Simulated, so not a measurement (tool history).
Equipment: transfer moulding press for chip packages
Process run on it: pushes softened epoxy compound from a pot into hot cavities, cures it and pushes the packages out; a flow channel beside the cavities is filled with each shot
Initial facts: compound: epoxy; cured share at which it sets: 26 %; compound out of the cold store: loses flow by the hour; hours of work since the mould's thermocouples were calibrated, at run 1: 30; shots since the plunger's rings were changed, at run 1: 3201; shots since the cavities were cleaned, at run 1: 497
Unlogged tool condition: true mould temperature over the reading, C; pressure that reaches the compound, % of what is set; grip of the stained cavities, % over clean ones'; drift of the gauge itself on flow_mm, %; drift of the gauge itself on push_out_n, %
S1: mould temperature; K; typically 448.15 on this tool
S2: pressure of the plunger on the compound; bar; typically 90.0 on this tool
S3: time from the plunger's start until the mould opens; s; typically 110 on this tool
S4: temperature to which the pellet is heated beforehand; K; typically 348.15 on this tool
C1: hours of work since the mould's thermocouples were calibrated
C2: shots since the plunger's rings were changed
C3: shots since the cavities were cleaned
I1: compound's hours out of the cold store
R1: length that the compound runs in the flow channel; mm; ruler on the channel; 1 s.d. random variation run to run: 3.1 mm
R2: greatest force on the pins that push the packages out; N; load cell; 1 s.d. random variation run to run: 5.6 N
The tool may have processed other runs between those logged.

run,hour,S1,S2,S3,S4,C1,C2,C3,I1,R1,R2
1,0.0,448.15,90.0,110,348.15,30,3201,497,43.4,457,352
2,12.4,448.15,90.0,110,348.15,35,3292,588,42.3,458,352
# hour 15.9: cavities cleaned with cleaning compound and waxed
3,25.5,448.15,90.0,110,351.15,40,3377,70,30.5,491,230
4,34.3,448.15,90.0,110,351.15,44,3442,135,27.3,494,252
5,44.7,448.15,90.0,110,351.15,49,3519,212,47.3,454,271
6,52.2,448.15,90.0,110,348.15,52,3573,266,31.9,481,294
7,59.7,448.15,90.0,110,340.15,55,3629,322,35.1,473,290
8,72.6,448.15,90.0,110,340.15,61,3723,416,24.9,503,330
9,81.2,448.15,90.0,110,340.15,64,3786,479,14.3,528,334
10,87.4,448.15,90.0,110,340.15,67,3831,524,36.2,472,333
# hour 90.4: mould's thermocouples calibrated
11,98.9,448.15,90.0,110,354.15,4,3902,595,12.0,527,343
# hour 101.2: cavities cleaned with cleaning compound and waxed
12,107.8,448.15,90.0,110,356.15,7,3956,48,32.0,484,217
13,118.3,448.15,90.0,110,347.15,12,4033,125,28.9,485,249
# hour 131.2: mould's thermocouples calibrated, once more
14,131.2,448.15,103.6,110,347.15,0,4113,205,29.6,518,263
15,141.9,448.15,103.6,110,347.15,5,4192,284,37.8,502,287
16,149.8,448.15,90.0,128,355.15,8,4249,341,47.6,439,264
17,162.5,447.15,102.6,112,348.15,14,4343,435,16.9,548,341
18,169.5,448.15,89.0,110,340.15,17,4394,486,32.9,469,345

Forecast run 19:
19,182.6,443.15,90.0,112,348.15,23,4490,582,10.6,?,?

R1: 534 mm
R2: 437 N
If the tool had no hidden condition, the same run with the same run-to-run variation would have returned R1 582 mm, R2 244 N.
